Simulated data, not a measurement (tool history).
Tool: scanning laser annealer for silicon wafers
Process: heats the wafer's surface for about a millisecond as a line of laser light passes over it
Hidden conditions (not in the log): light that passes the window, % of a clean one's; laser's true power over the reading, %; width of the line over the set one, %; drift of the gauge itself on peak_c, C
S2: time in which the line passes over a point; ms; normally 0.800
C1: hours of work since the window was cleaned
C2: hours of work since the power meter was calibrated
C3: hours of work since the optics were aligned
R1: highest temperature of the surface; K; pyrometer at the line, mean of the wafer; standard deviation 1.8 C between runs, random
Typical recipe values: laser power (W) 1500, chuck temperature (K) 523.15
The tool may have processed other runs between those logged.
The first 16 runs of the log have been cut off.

run 17 hour=352.4 | laser_power_(W)=1500 S2=0.800 chuck_temperature_(K)=523.15 | C1=326 C2=580 C3=580 | R1=1221.15
run 18 hour=371.9 | laser_power_(W)=1500 S2=0.800 chuck_temperature_(K)=523.15 | C1=341 C2=595 C3=595 | R1=1217.15
run 19 hour=397.3 | laser_power_(W)=1500 S2=0.800 chuck_temperature_(K)=523.15 | C1=360 C2=614 C3=614 | R1=1221.15
run 20 hour=420.2 | laser_power_(W)=1500 S2=0.800 chuck_temperature_(K)=523.15 | C1=377 C2=631 C3=631 | R1=1217.15
run 21 hour=450.6 | laser_power_(W)=1429 S2=0.863 chuck_temperature_(K)=524.15 | C1=400 C2=654 C3=654 | R1=1206.15
run 22 hour=470.4 | laser_power_(W)=1301 S2=0.863 chuck_temperature_(K)=494.15 | C1=415 C2=669 C3=669 | R1=1103.15
run 23 hour=489.7 | laser_power_(W)=1482 S2=0.800 chuck_temperature_(K)=523.15 | C1=429 C2=684 C3=684 | R1=1205.15
run 24 hour=507.8 | laser_power_(W)=1372 S2=0.800 chuck_temperature_(K)=506.15 | C1=443 C2=697 C3=697 | R1=1125.15
run 25 hour=533.9 | laser_power_(W)=1500 S2=0.800 chuck_temperature_(K)=534.15 | C1=463 C2=717 C3=717 | R1=1219.15
run 26 hour=548.8 | laser_power_(W)=1500 S2=0.800 chuck_temperature_(K)=534.15 | C1=474 C2=728 C3=728 | R1=1224.15
run 27 hour=567.3 | laser_power_(W)=1314 S2=0.704 chuck_temperature_(K)=544.15 | C1=488 C2=742 C3=742 | R1=1090.15
run 28 hour=581.5 | laser_power_(W)=1500 S2=0.800 chuck_temperature_(K)=557.15 | C1=498 C2=753 C3=753 | R1=1242.15
run 29 hour=598.6 | laser_power_(W)=1500 S2=0.800 chuck_temperature_(K)=557.15 | C1=511 C2=766 C3=766 | R1=1240.15
run 30 hour=616.1 | laser_power_(W)=1500 S2=0.800 chuck_temperature_(K)=557.15 | C1=524 C2=779 C3=779 | R1=1241.15
run 31 hour=637.9 | laser_power_(W)=1500 S2=0.800 chuck_temperature_(K)=529.15 | C1=541 C2=795 C3=795 | R1=1207.15
-- hour=661.7 window over the wafer cleaned
run 32 hour=667.7 | laser_power_(W)=1589 S2=0.800 chuck_temperature_(K)=525.15 | C1=5 C2=816 C3=816 | R1=1289.15
run 33 hour=697.8 | laser_power_(W)=1579 S2=0.672 chuck_temperature_(K)=531.15 | C1=27 C2=839 C3=839 | R1=1220.15
run 34 hour=719.7 | laser_power_(W)=1489 S2=0.815 chuck_temperature_(K)=536.15 | C1=44 C2=855 C3=855 | R1=1247.15
run 35 hour=735.9 | laser_power_(W)=1489 S2=0.815 chuck_temperature_(K)=536.15 | C1=56 C2=868 C3=868 | R1=1246.15
run 36 hour=756.1 | laser_power_(W)=1560 S2=0.672 chuck_temperature_(K)=524.15 | C1=71 C2=883 C3=883 | R1=1202.15
run 37 hour=785.1 | laser_power_(W)=1500 S2=0.815 chuck_temperature_(K)=523.15 | C1=93 C2=905 C3=905 | R1=1236.15
run 38 hour=808.5 | laser_power_(W)=1500 S2=0.815 chuck_temperature_(K)=523.15 | C1=110 C2=922 C3=922 | R1=1235.15
run 39 hour=831.0 | laser_power_(W)=1500 S2=0.815 chuck_temperature_(K)=523.15 | C1=127 C2=939 C3=939 | R1=1233.15
run 40 hour=853.7 | laser_power_(W)=1548 S2=0.722 chuck_temperature_(K)=525.15 | C1=145 C2=956 C3=956 | R1=1215.15

5 ways to go on from here, each from the tool as it stands after run 40. What would each give?
run A hour=878.2 | laser_power_(W)=1604 S2=0.800 chuck_temperature_(K)=534.15 | C1=163 C2=975 C3=975 | R1=?
run B hour=878.2 | laser_power_(W)=1500 S2=0.800 chuck_temperature_(K)=528.15 | C1=163 C2=975 C3=975 | R1=?
run C hour=878.2 | laser_power_(W)=1459 S2=0.848 chuck_temperature_(K)=538.15 | C1=163 C2=975 C3=975 | R1=?
run D hour=878.2 | laser_power_(W)=1606 S2=0.844 chuck_temperature_(K)=499.15 | C1=163 C2=975 C3=975 | R1=?
run E hour=878.2 | laser_power_(W)=1631 S2=0.604 chuck_temperature_(K)=525.15 | C1=163 C2=975 C3=975 | R1=?

run=A R1=1295.15
run=B R1=1229.15
run=C R1=1239.15
run=D R1=1283.15
run=E R1=1194.15
What these runs would have given with no unlogged condition in the tool:
run=A R1=1324.15
run=B R1=1256.15
run=C R1=1266.15
run=D R1=1313.15
run=E R1=1220.15

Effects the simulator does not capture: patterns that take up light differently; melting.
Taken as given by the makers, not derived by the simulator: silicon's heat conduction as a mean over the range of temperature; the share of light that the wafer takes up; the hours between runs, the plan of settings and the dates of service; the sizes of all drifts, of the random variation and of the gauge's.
